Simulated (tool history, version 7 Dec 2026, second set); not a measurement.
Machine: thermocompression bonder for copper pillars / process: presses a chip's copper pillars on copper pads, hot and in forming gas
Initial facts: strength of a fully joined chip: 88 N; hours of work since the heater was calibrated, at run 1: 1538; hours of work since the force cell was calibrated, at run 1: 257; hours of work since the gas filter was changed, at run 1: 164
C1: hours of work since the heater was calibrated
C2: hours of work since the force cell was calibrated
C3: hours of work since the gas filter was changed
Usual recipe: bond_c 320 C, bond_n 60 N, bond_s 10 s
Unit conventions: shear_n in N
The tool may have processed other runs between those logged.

{"run": 1, "day": 0.0, "bond_c": 320, "bond_n": 60, "bond_s": 10, "C1": 1538, "C2": 257, "C3": 164, "shear_n": 45.8}
{"day": 1.271, "done": "forming gas filter changed"}
{"run": 2, "day": 3.096, "bond_c": 320, "bond_n": 60, "bond_s": 10, "C1": 1592, "C2": 312, "C3": 32, "shear_n": 48.9}
{"run": 3, "day": 5.804, "bond_c": 320, "bond_n": 60, "bond_s": 10, "C1": 1640, "C2": 360, "C3": 81, "shear_n": 46.5}
{"day": 7.646, "done": "heater calibrated with a thermocouple chip"}
{"run": 4, "day": 7.646, "bond_c": 320, "bond_n": 60, "bond_s": 10, "C1": 0, "C2": 391, "C3": 112, "shear_n": 50.2}
{"run": 5, "day": 9.3, "bond_c": 320, "bond_n": 41, "bond_s": 10, "C1": 29, "C2": 420, "C3": 141, "shear_n": 41.8}
{"run": 6, "day": 10.621, "bond_c": 320, "bond_n": 41, "bond_s": 12, "C1": 53, "C2": 444, "C3": 165, "shear_n": 44.9}
{"day": 11.912, "done": "forming gas filter changed"}
{"run": 7, "day": 11.979, "bond_c": 320, "bond_n": 41, "bond_s": 12, "C1": 77, "C2": 468, "C3": 1, "shear_n": 46.8}
{"run": 8, "day": 13.529, "bond_c": 320, "bond_n": 69, "bond_s": 12, "C1": 104, "C2": 495, "C3": 29, "shear_n": 57.3}
{"run": 9, "day": 15.842, "bond_c": 320, "bond_n": 69, "bond_s": 12, "C1": 145, "C2": 536, "C3": 70, "shear_n": 57.0}
{"run": 10, "day": 17.612, "bond_c": 320, "bond_n": 69, "bond_s": 12, "C1": 177, "C2": 568, "C3": 101, "shear_n": 55.6}

What would each run have given without the hidden state, its run-to-run variation left as it was?
The tool's hidden condition here consists of: true temperature of the bond over the reading, C; force that reaches the chip, % of what is set; oxide that the forming gas leaves, % of the face; drift of the gauge itself on shear_n, %.
run=1 shear_n=52.1
run=2 shear_n=53.6
run=3 shear_n=51.8
run=4 shear_n=52.0
run=5 shear_n=43.8
run=6 shear_n=47.4
run=7 shear_n=47.5
run=8 shear_n=58.5
run=9 shear_n=58.9
run=10 shear_n=58.1

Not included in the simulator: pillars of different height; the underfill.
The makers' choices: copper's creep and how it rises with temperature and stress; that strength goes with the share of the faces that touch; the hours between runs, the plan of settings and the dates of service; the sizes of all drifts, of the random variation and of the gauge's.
